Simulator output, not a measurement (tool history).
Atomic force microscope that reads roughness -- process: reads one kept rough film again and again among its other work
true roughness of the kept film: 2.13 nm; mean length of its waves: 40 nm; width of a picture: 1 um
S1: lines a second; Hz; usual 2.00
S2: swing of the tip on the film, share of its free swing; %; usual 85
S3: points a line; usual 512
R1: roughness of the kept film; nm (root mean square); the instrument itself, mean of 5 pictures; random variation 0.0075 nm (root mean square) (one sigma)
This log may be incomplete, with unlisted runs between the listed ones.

run	hour	S1	S2	S3	R1
1	0.0	2.00	85	512	1.481
# hour 11.8: new tip fitted
2	44.2	2.00	85	800	1.560
3	93.6	2.00	85	800	1.476
# hour 119.5: new tip fitted
4	141.9	2.00	83	800	1.588
5	198.3	2.00	83	800	1.512
# hour 226.1: new tip fitted
6	238.3	2.00	84	512	1.588
7	302.9	2.00	85	512	1.475
# hour 335.5: new tip fitted
8	335.5	0.97	85	512	1.784
9	371.3	0.97	85	512	1.741
10	405.9	0.97	85	512	1.672
# hour 444.1: new tip fitted
11	472.4	0.97	85	512	1.735
12	512.4	0.97	85	512	1.677
# hour 552.8: new tip fitted
13	564.7	0.97	85	512	1.772
14	621.6	0.97	85	512	1.695
# hour 658.5: new tip fitted
15	661.8	2.00	85	512	1.580
16	701.1	2.00	81	512	1.596
17	748.7	2.00	81	512	1.529
# hour 764.6: new tip fitted
18	786.0	2.00	81	512	1.629
19	816.7	2.00	81	512	1.579
20	860.9	1.15	81	512	1.647
# hour 874.6: new tip fitted
21	902.3	2.39	81	512	1.559
# hour 909.4: height scale calibrated on a step standard
22	957.0	2.00	84	512	1.499
# hour 982.1: new tip fitted
23	1000.5	2.00	84	512	1.574
24	1034.8	2.00	84	512	1.532
# hour 1047.5: height scale calibrated on a step standard, once more
25	1078.3	2.00	84	512	1.472
# hour 1091.4: new tip fitted
26	1130.3	2.00	85	512	1.521
27	1191.7	2.00	67	321	1.652
# hour 1198.3: new tip fitted
28	1236.3	0.55	61	512	1.905
29	1283.0	1.87	61	365	1.740
# hour 1307.2: new tip fitted
30	1325.3	0.79	64	347	1.912
31	1359.9	0.79	64	347	1.865
32	1396.0	0.79	64	347	1.809
# hour 1413.2: new tip fitted
33	1429.0	2.70	85	616	1.451
34	1465.5	2.70	85	616	1.409
35	1496.5	0.73	82	616	1.735
# hour 1522.8: new tip fitted
36	1543.9	0.73	82	616	1.810
37	1581.7	1.21	57	516	1.846
38	1623.9	0.58	58	512	1.812
# hour 1633.1: new tip fitted
39	1654.4	0.55	85	512	1.829
40	1714.5	0.55	85	512	1.747
# hour 1740.0: new tip fitted
41	1766.9	0.55	85	512	1.827
42	1819.9	0.55	85	512	1.758
# hour 1846.7: new tip fitted
43	1877.2	0.55	85	512	1.819
44	1914.7	0.55	85	512	1.765
# hour 1955.8: new tip fitted
45	1978.6	2.86	83	468	1.456
46	2010.5	2.85	85	639	1.373
# hour 2066.0: new tip fitted
47	2068.7	2.85	85	294	1.443
48	2099.0	2.85	85	294	1.401
49	2133.3	2.85	85	294	1.355
# hour 2173.6: new tip fitted
50	2182.9	2.85	85	294	1.455
51	2240.1	2.85	85	844	1.380

Each row is a separate what-if for the run after 51, all from the same tool condition, not one after another. Results?
# hour 2279.5: new tip fitted
A	2292.3	2.00	70	512	?
# hour 2279.5: new tip fitted
B	2292.3	1.91	85	467	?
# hour 2279.5: new tip fitted
C	2292.3	2.00	61	512	?

run	R1
A	1.772
B	1.588
C	1.847
Without the tool's unlogged condition, the same runs would have read:
run	R1
A	1.799
B	1.612
C	1.875
